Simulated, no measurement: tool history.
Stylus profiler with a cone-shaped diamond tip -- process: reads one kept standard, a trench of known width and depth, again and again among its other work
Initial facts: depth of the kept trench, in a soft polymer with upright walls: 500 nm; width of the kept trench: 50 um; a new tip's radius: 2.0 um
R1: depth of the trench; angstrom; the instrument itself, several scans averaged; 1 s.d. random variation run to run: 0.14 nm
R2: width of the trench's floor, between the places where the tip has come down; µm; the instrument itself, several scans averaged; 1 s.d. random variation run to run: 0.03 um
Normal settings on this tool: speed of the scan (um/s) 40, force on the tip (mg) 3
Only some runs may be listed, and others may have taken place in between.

Run 1, hour 0: usual settings. Result: R1 5035.7 angstrom, R2 45.34 µm.
Run 2, hour 30.4: usual settings but speed of the scan (um/s) 15. Result: R1 5032.7 angstrom, R2 45.38 µm.
Run 3, hour 47.5: usual settings. Result: R1 5036.8 angstrom, R2 45.29 µm.
Run 4, hour 70.9: usual settings. Result: R1 5035.1 angstrom, R2 45.28 µm.
Run 5, hour 86.3: usual settings but speed of the scan (um/s) 13. Result: R1 5033.1 angstrom, R2 45.26 µm.
Run 6, hour 107.7: usual settings but speed of the scan (um/s) 13. Result: R1 5034.3 angstrom, R2 45.27 µm.
Run 7, hour 138.9: usual settings but speed of the scan (um/s) 13. Result: R1 5032.1 angstrom, R2 45.28 µm.
Run 8, hour 170: usual settings but speed of the scan (um/s) 13, force on the tip (mg) 1.81. Result: R1 5022.8 angstrom, R2 45.26 µm.
Run 9, hour 189.9: usual settings. Result: R1 5024.5 angstrom, R2 45.2 µm.
Run 10, hour 217.6: usual settings but speed of the scan (um/s) 17, force on the tip (mg) 2.04. Result: R1 5039.3 angstrom, R2 47.28 µm.
Run 11, hour 237.9: usual settings but speed of the scan (um/s) 71, force on the tip (mg) 2.04. Result: R1 5040.4 angstrom, R2 47.08 µm.
Run 12, hour 263.7: usual settings but speed of the scan (um/s) 31, force on the tip (mg) 7.21. Result: R1 5091.2 angstrom, R2 47.21 µm.
Run 13, hour 288.2: usual settings but speed of the scan (um/s) 89, force on the tip (mg) 4.93. Result: R1 5069.4 angstrom, R2 47.12 µm.
Run 14, hour 317.1: usual settings but speed of the scan (um/s) 13, force on the tip (mg) 5.31. Result: R1 5073.4 angstrom, R2 47.14 µm.
Run 15, hour 347.6: usual settings but speed of the scan (um/s) 66, force on the tip (mg) 5.31. Result: R1 5071.4 angstrom, R2 46.96 µm.
Run 16, hour 373.2: usual settings but speed of the scan (um/s) 66, force on the tip (mg) 5.31. Result: R1 5074.4 angstrom, R2 46.99 µm.
Run 17, hour 391.6: usual settings but speed of the scan (um/s) 63, force on the tip (mg) 4.25. Result: R1 5064 angstrom, R2 46.94 µm.
Run 18, hour 405.1: usual settings but speed of the scan (um/s) 103, force on the tip (mg) 4.25. Result: R1 5060.4 angstrom, R2 46.83 µm.

Not shown here: 3 entries made in the log between runs. Locate each between two listed runs and compare the hidden state at the listed run before it with the hidden state at the listed run after it:
In the gap between runs 8 and 9: height scale calibrated on a step standard (hour 171.8)
  radius of the tip, um: 5.79 -> 5.83; height scale over the true one, %: -0.344 -> -0.5
  what was measured, less what the result would be without the hidden state, R1: -17.3 -> -25.2 angstrom; R2: -2.07 -> -2.08 µm
In the gap between runs 9 and 10: new tip fitted, height scale calibrated (hour 195.7)
  radius of the tip, um: 5.83 -> 2.08; height scale over the true one, %: -0.5 -> -0.007
  what was measured, less what the result would be without the hidden state, R1: -25.2 -> -0.4 angstrom; R2: -2.08 -> -0.06 µm
In the gap between runs 14 and 15: height scale calibrated on a step standard, once more (hour 330.9)
  radius of the tip, um: 2.27 -> 2.33; height scale over the true one, %: -0.024 -> 0.007
  what was measured, less what the result would be without the hidden state, R1: -1.3 -> +0.3 angstrom; R2: -0.2 -> -0.24 µm

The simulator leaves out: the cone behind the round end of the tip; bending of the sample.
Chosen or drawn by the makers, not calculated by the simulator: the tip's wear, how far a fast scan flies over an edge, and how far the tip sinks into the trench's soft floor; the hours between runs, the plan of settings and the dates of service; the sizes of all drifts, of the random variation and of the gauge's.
